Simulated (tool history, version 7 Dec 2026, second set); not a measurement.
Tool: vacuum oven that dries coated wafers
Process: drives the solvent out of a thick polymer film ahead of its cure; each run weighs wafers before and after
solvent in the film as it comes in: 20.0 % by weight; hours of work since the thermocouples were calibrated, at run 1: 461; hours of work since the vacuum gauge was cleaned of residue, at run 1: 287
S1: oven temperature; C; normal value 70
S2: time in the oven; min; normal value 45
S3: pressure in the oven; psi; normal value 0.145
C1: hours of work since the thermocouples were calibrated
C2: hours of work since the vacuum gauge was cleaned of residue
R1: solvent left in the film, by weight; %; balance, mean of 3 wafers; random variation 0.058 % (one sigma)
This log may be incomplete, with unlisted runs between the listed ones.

{"run": 1, "day": 0.0, "S1": 70, "S2": 45, "S3": 0.145, "C1": 461, "C2": 287, "R1": 2.62}
{"run": 2, "day": 1.15, "S1": 70, "S2": 76, "S3": 0.145, "C1": 482, "C2": 307, "R1": 1.02}
{"run": 3, "day": 2.588, "S1": 70, "S2": 76, "S3": 0.145, "C1": 507, "C2": 333, "R1": 1.11}
{"run": 4, "day": 3.883, "S1": 70, "S2": 76, "S3": 0.145, "C1": 530, "C2": 356, "R1": 0.91}
{"run": 5, "day": 5.467, "S1": 70, "S2": 76, "S3": 0.145, "C1": 558, "C2": 383, "R1": 0.91}
{"run": 6, "day": 7.6, "S1": 70, "S2": 76, "S3": 0.145, "C1": 595, "C2": 421, "R1": 0.97}
{"run": 7, "day": 10.1, "S1": 70, "S2": 76, "S3": 0.145, "C1": 639, "C2": 465, "R1": 1.11}
{"run": 8, "day": 11.996, "S1": 70, "S2": 76, "S3": 0.145, "C1": 673, "C2": 498, "R1": 1.03}
{"run": 9, "day": 14.367, "S1": 70, "S2": 45, "S3": 0.145, "C1": 714, "C2": 540, "R1": 2.55}
{"run": 10, "day": 16.4, "S1": 81, "S2": 45, "S3": 0.145, "C1": 750, "C2": 576, "R1": 0.41}
{"run": 11, "day": 17.512, "S1": 80, "S2": 45, "S3": 0.145, "C1": 770, "C2": 595, "R1": 0.54}
{"run": 12, "day": 19.429, "S1": 80, "S2": 45, "S3": 0.145, "C1": 803, "C2": 629, "R1": 0.43}
{"run": 13, "day": 20.575, "S1": 80, "S2": 45, "S3": 0.145, "C1": 824, "C2": 649, "R1": 0.5}
{"run": 14, "day": 22.792, "S1": 80, "S2": 45, "S3": 0.145, "C1": 863, "C2": 688, "R1": 0.38}
{"day": 23.088, "done": "vacuum gauge cleaned of residue and calibrated"}
{"run": 15, "day": 25.508, "S1": 80, "S2": 49, "S3": 0.145, "C1": 909, "C2": 43, "R1": 0.4}
{"run": 16, "day": 26.971, "S1": 74, "S2": 49, "S3": 0.145, "C1": 935, "C2": 68, "R1": 1.15}
{"day": 27.646, "done": "vacuum gauge cleaned of residue and calibrated, once more"}
{"run": 17, "day": 28.358, "S1": 74, "S2": 49, "S3": 0.145, "C1": 958, "C2": 13, "R1": 1.16}
{"run": 18, "day": 30.629, "S1": 74, "S2": 49, "S3": 0.145, "C1": 998, "C2": 53, "R1": 1.04}
{"run": 19, "day": 32.908, "S1": 70, "S2": 81, "S3": 0.165, "C1": 1038, "C2": 93, "R1": 0.87}
{"run": 20, "day": 34.396, "S1": 70, "S2": 78, "S3": 0.244, "C1": 1065, "C2": 119, "R1": 1.23}
{"day": 34.658, "done": "oven's thermocouples calibrated"}
{"run": 21, "day": 36.446, "S1": 81, "S2": 67, "S3": 0.244, "C1": 31, "C2": 153, "R1": 0.62}
{"run": 22, "day": 37.95, "S1": 81, "S2": 67, "S3": 0.244, "C1": 58, "C2": 180, "R1": 0.64}
{"run": 23, "day": 39.958, "S1": 76, "S2": 66, "S3": 0.437, "C1": 93, "C2": 215, "R1": 1.48}
{"run": 24, "day": 42.588, "S1": 76, "S2": 66, "S3": 0.437, "C1": 140, "C2": 262, "R1": 1.44}
{"run": 25, "day": 44.708, "S1": 70, "S2": 81, "S3": 0.145, "C1": 177, "C2": 299, "R1": 1.12}
{"run": 26, "day": 45.875, "S1": 61, "S2": 38, "S3": 0.173, "C1": 197, "C2": 319, "R1": 8.44}
{"run": 27, "day": 47.9, "S1": 56, "S2": 39, "S3": 0.08, "C1": 233, "C2": 355, "R1": 10.25}
{"run": 28, "day": 49.262, "S1": 77, "S2": 28, "S3": 0.083, "C1": 257, "C2": 379, "R1": 2.46}
{"run": 29, "day": 50.696, "S1": 77, "S2": 28, "S3": 0.083, "C1": 282, "C2": 404, "R1": 2.44}
{"run": 30, "day": 52.175, "S1": 81, "S2": 65, "S3": 0.083, "C1": 308, "C2": 430, "R1": 0.29}
{"run": 31, "day": 54.75, "S1": 70, "S2": 59, "S3": 0.145, "C1": 354, "C2": 476, "R1": 1.87}
{"run": 32, "day": 57.396, "S1": 79, "S2": 45, "S3": 0.477, "C1": 400, "C2": 522, "R1": 1.54}
{"run": 33, "day": 59.562, "S1": 70, "S2": 61, "S3": 0.145, "C1": 438, "C2": 560, "R1": 1.85}

What would each run have given without the hidden state, its run-to-run variation left as it was?
The hidden state here: true wafer temperature over the reading, C; true pressure over the reading, kPa; drift of the gauge itself on solvent_pct, %.
run=1 R1=2.93
run=2 R1=1.16
run=3 R1=1.25
run=4 R1=1.05
run=5 R1=1.06
run=6 R1=1.13
run=7 R1=1.27
run=8 R1=1.20
run=9 R1=2.98
run=10 R1=0.47
run=11 R1=0.62
run=12 R1=0.51
run=13 R1=0.57
run=14 R1=0.46
run=15 R1=0.45
run=16 R1=1.42
run=17 R1=1.50
run=18 R1=1.39
run=19 R1=1.13
run=20 R1=1.54
run=21 R1=0.59
run=22 R1=0.60
run=23 R1=1.39
run=24 R1=1.36
run=25 R1=1.01
run=26 R1=8.20
run=27 R1=10.06
run=28 R1=2.31
run=29 R1=2.31
run=30 R1=0.26
run=31 R1=1.78
run=32 R1=1.49
run=33 R1=1.79

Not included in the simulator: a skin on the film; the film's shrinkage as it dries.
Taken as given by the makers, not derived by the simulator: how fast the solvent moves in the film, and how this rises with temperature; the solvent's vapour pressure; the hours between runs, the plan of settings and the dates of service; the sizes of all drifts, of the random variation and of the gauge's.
